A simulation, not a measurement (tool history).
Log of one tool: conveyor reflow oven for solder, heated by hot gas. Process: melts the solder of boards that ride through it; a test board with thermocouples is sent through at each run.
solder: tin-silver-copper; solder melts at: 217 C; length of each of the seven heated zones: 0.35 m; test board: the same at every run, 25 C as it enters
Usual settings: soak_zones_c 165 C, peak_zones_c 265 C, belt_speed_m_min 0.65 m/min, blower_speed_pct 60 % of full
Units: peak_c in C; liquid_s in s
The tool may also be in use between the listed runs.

run	hour	soak_zones_c	peak_zones_c	belt_speed_m_min	blower_speed_pct	peak_c	liquid_s
1	0	165	265	0.65	60	243.1	40
2	5.7	165	265	0.65	60	242.9	38.5
3	14.1	165	265	0.65	52	241.4	37.3
4	20.3	165	265	0.65	52	241.9	35.8
5	27.7	165	256	0.65	52	233.4	29.5
6	35.9	165	256	0.65	52	234	29.3
7	42.6	165	256	0.65	52	232.9	28.9
8	49.2	165	256	0.65	52	233.9	29.3
9	54.7	174	265	0.65	60	244.6	42.1
# hour 60.2: flux residue cleaned out of gas plates and filters
10	68.3	174	265	0.65	60	243.7	41.5
11	75.2	174	265	0.65	60	243.5	42.2
# hour 82.2: flux residue cleaned out of gas plates and filters, once more
12	88.9	159	265	0.52	60	251.8	56.1
13	97.1	159	265	0.52	60	251.2	55.8
14	106.4	159	265	0.52	60	250.2	55.5
15	116.2	159	265	0.52	60	250.2	54.6
16	121.3	159	265	0.52	60	251.1	56
17	130.6	159	265	0.52	60	250.7	56.7
18	138.8	159	265	0.52	60	250	55.1
19	143.6	170	254	0.52	60	242.7	51.7
20	152.2	170	254	0.52	60	241.5	53.1

Some steps in peak_c between neighbouring runs. How much of each would the tool show without its hidden state too (settings, what came in, random variation), and how much is left for the hidden state, with any gauge scatter that isn't in both results?
The hidden state here: heat that the gas passes to the board, % of a clean oven's; belt's true speed, % of the reading; true gas temperature in zones 6 and 7 over the reading, C; drift of the gauge itself on peak_c, C; drift of the gauge itself on liquid_s, %.
Run 4 -> 5: peak_zones_c 265 -> 256. peak_c -8.5 C: hidden state -0.1, all else -8.4.
Run 8 -> 9: soak_zones_c 165 -> 174, peak_zones_c 256 -> 265, blower_speed_pct 52 -> 60. peak_c +10.7 C: hidden state -0.2, all else +10.9.
Run 9 -> 10: flux residue cleaned out of gas plates and filters. peak_c -0.9 C: hidden state -0.8, all else -0.1.
Run 11 -> 12: soak_zones_c 174 -> 159, belt_speed_m_min 0.65 -> 0.52, flux residue cleaned out of gas plates and filters, once more. peak_c +8.3 C: hidden state +2, all else +6.3.
